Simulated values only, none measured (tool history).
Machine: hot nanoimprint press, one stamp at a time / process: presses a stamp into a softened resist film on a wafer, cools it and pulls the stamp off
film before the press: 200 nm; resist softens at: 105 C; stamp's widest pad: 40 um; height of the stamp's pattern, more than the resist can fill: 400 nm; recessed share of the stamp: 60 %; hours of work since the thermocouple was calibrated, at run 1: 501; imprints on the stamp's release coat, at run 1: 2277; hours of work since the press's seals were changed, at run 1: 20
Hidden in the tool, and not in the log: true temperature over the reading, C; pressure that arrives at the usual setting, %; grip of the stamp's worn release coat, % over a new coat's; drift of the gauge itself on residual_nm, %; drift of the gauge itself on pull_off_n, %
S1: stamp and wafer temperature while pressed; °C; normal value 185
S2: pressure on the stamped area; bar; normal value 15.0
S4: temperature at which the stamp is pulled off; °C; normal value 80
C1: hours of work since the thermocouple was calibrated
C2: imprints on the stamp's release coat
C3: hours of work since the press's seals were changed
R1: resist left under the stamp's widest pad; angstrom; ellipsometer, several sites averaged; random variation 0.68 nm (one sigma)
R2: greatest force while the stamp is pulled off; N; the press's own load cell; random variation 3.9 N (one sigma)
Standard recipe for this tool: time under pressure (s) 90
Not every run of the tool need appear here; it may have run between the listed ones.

Run 1, hour 0.0: usual settings; C1 501; C2 2277; C3 20. Result: R1 837 angstrom, R2 235 N.
Run 2, hour 7.6: usual settings; C1 505; C2 2293; C3 24. Result: R1 841 angstrom, R2 241 N.
Run 3, hour 18.1: usual settings but S1 182 °C; C1 509; C2 2315; C3 29. Result: R1 942 angstrom, R2 237 N.
Run 4, hour 22.9: usual settings but S1 182 °C; C1 512; C2 2325; C3 31. Result: R1 934 angstrom, R2 233 N.
Run 5, hour 29.6: usual settings but S1 182 °C; C1 515; C2 2339; C3 34. Result: R1 940 angstrom, R2 233 N.
Run 6, hour 36.2: usual settings; C1 518; C2 2353; C3 37. Result: R1 851 angstrom, R2 242 N.
Run 7, hour 45.9: usual settings but S4 84 °C; C1 522; C2 2373; C3 41. Result: R1 848 angstrom, R2 242 N.
Run 8, hour 53.8: usual settings but S4 84 °C; C1 526; C2 2390; C3 45. Result: R1 849 angstrom, R2 235 N.
Run 9, hour 64.6: usual settings but S4 84 °C; C1 531; C2 2412; C3 50. Result: R1 846 angstrom, R2 242 N.
Run 10, hour 75.7: usual settings but S4 84 °C; C1 536; C2 2436; C3 55. Result: R1 843 angstrom, R2 235 N.
At hour 87.4: stamp cleaned and given a new release coat.
Run 11, hour 89.6: usual settings; C1 540; C2 5; C3 59. Result: R1 848 angstrom, R2 194 N.
Run 12, hour 96.5: usual settings; C1 543; C2 19; C3 62. Result: R1 850 angstrom, R2 189 N.
At hour 101.4: plate thermocouple calibrated.
Run 13, hour 105.5: usual settings but S4 78 °C; C1 2; C2 32; C3 65. Result: R1 760 angstrom, R2 193 N.
Run 14, hour 115.7: usual settings but S4 78 °C; C1 7; C2 53; C3 69. Result: R1 776 angstrom, R2 192 N.
Run 15, hour 120.4: usual settings but S4 78 °C; C1 9; C2 63; C3 72. Result: R1 796 angstrom, R2 193 N.
Run 16, hour 131.0: usual settings but time under pressure (s) 108, S4 78 °C; C1 14; C2 85; C3 77. Result: R1 736 angstrom, R2 192 N.
Run 17, hour 139.6: usual settings but time under pressure (s) 108, S4 78 °C; C1 18; C2 103; C3 80. Result: R1 722 angstrom, R2 193 N.
Run 18, hour 148.8: usual settings but S2 19.1 bar; C1 22; C2 123; C3 85. Result: R1 697 angstrom, R2 195 N.
Run 19, hour 155.0: usual settings but S1 183 °C, S2 23.2 bar, time under pressure (s) 58, S4 78 °C; C1 25; C2 136; C3 88. Result: R1 828 angstrom, R2 197 N.
Run 20, hour 163.0: usual settings but time under pressure (s) 53; C1 28; C2 152; C3 91. Result: R1 951 angstrom, R2 186 N.
Run 21, hour 173.9: usual settings but S1 189 °C, S2 9.7 bar, time under pressure (s) 59, S4 84 °C; C1 34; C2 175; C3 96. Result: R1 970 angstrom, R2 185 N.
Run 22, hour 181.6: usual settings but S2 11.3 bar; C1 37; C2 191; C3 100. Result: R1 895 angstrom, R2 192 N.
Run 23, hour 188.3: usual settings but S2 11.3 bar; C1 40; C2 205; C3 103. Result: R1 889 angstrom, R2 193 N.
Run 24, hour 193.9: usual settings but S1 192 °C; C1 43; C2 217; C3 106. Result: R1 603 angstrom, R2 190 N.
Run 25, hour 199.4: usual settings but S1 192 °C; C1 45; C2 228; C3 108. Result: R1 601 angstrom, R2 196 N.
Run 26, hour 208.9: usual settings but S1 192 °C; C1 50; C2 248; C3 112. Result: R1 603 angstrom, R2 194 N.
Run 27, hour 213.4: usual settings but S1 192 °C, S4 86 °C; C1 52; C2 258; C3 115. Result: R1 596 angstrom, R2 183 N.
Run 28, hour 220.4: usual settings but S1 192 °C, S4 86 °C; C1 55; C2 272; C3 118. Result: R1 595 angstrom, R2 188 N.
Run 29, hour 229.9: usual settings but time under pressure (s) 172, S4 73 °C; C1 59; C2 292; C3 122. Result: R1 600 angstrom, R2 199 N.
Run 30, hour 237.6: usual settings but time under pressure (s) 172, S4 73 °C; C1 63; C2 308; C3 126. Result: R1 603 angstrom, R2 209 N.
Run 31, hour 243.8: usual settings but S1 181 °C, time under pressure (s) 106, S4 83 °C; C1 66; C2 321; C3 129. Result: R1 865 angstrom, R2 196 N.

Hidden condition of the tool, last listed run before each entry between runs versus first listed run after:
After run 10, before run 11: stamp cleaned and given a new release coat (hour 87.4)
  true temperature over the reading, C: -2.32 -> -2.33; pressure that arrives at the usual setting, %: 99.43 -> 99.4; grip of the stamp's worn release coat, % over a new coat's: 28.3 -> 0.1
  what was measured, less what the result would be without the hidden state, R1: +74 -> +75 angstrom; R2: +55 -> +3 N
After run 12, before run 13: plate thermocouple calibrated (hour 101.4)
  true temperature over the reading, C: -2.35 -> -0.01; pressure that arrives at the usual setting, %: 99.37 -> 99.35; grip of the stamp's worn release coat, % over a new coat's: 0.2 -> 0.4
  what was measured, less what the result would be without the hidden state, R1: +75 -> +2 angstrom; R2: +3 -> +1 N
